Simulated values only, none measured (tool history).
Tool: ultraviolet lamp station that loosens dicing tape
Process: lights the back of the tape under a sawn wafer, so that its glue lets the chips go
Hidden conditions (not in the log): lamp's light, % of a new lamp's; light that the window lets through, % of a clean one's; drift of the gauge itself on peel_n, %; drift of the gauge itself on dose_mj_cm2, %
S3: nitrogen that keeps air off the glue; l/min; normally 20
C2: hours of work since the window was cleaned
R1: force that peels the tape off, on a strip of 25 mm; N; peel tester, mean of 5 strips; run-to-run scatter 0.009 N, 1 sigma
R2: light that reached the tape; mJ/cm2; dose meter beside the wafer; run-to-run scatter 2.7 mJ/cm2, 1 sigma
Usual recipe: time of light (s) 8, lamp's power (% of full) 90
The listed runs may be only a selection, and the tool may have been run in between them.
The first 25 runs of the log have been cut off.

Run 26, day 8.546: usual settings but time of light (s) 11, lamp's power (% of full) 71, S3 18 l/min; hours of work of the lamp 479; C2 48. Result: R1 0.443 N, R2 356 mJ/cm2.
Run 27, day 8.825: usual settings but time of light (s) 7, lamp's power (% of full) 72; hours of work of the lamp 484; C2 53. Result: R1 0.967 N, R2 232 mJ/cm2.
Run 28, day 9.250: usual settings but time of light (s) 7, lamp's power (% of full) 72; hours of work of the lamp 492; C2 61. Result: R1 0.939 N, R2 227 mJ/cm2.
Run 29, day 9.675: usual settings but time of light (s) 7, lamp's power (% of full) 72; hours of work of the lamp 500; C2 69. Result: R1 0.971 N, R2 224 mJ/cm2.
Run 30, day 9.992: usual settings but time of light (s) 10, lamp's power (% of full) 72, S3 11 l/min; hours of work of the lamp 506; C2 75. Result: R1 0.683 N, R2 323 mJ/cm2.
Run 31, day 10.329: usual settings but time of light (s) 5, lamp's power (% of full) 91, S3 11 l/min; hours of work of the lamp 513; C2 82. Result: R1 1.416 N, R2 207 mJ/cm2.
Run 32, day 10.625: usual settings but time of light (s) 5, lamp's power (% of full) 91, S3 11 l/min; hours of work of the lamp 518; C2 88. Result: R1 1.427 N, R2 205 mJ/cm2.
Run 33, day 10.862: usual settings but time of light (s) 5, lamp's power (% of full) 91, S3 11 l/min; hours of work of the lamp 523; C2 92. Result: R1 1.522 N, R2 203 mJ/cm2.
Run 34, day 11.350: usual settings but time of light (s) 5, lamp's power (% of full) 91, S3 11 l/min; hours of work of the lamp 532; C2 101. Result: R1 1.440 N, R2 205 mJ/cm2.
Run 35, day 11.600: usual settings but time of light (s) 15, lamp's power (% of full) 64, S3 17 l/min; hours of work of the lamp 537; C2 106. Result: R1 0.312 N, R2 423 mJ/cm2.
Run 36, day 12.104: usual settings but time of light (s) 11, lamp's power (% of full) 67, S3 7 l/min; hours of work of the lamp 547; C2 116. Result: R1 0.849 N, R2 328 mJ/cm2.

What does the tool deliver on the next run?
Run 37, day 12.304: usual settings but lamp's power (% of full) 63, S3 8 l/min; hours of work of the lamp 551; C2 120. Result: R1 ?, R2 ?.

R1: 1.464 N
R2: 218 mJ/cm2
On a tool with no hidden condition, and with the same random variation, this run would have come out at R1 1.144 N, R2 258 mJ/cm2.
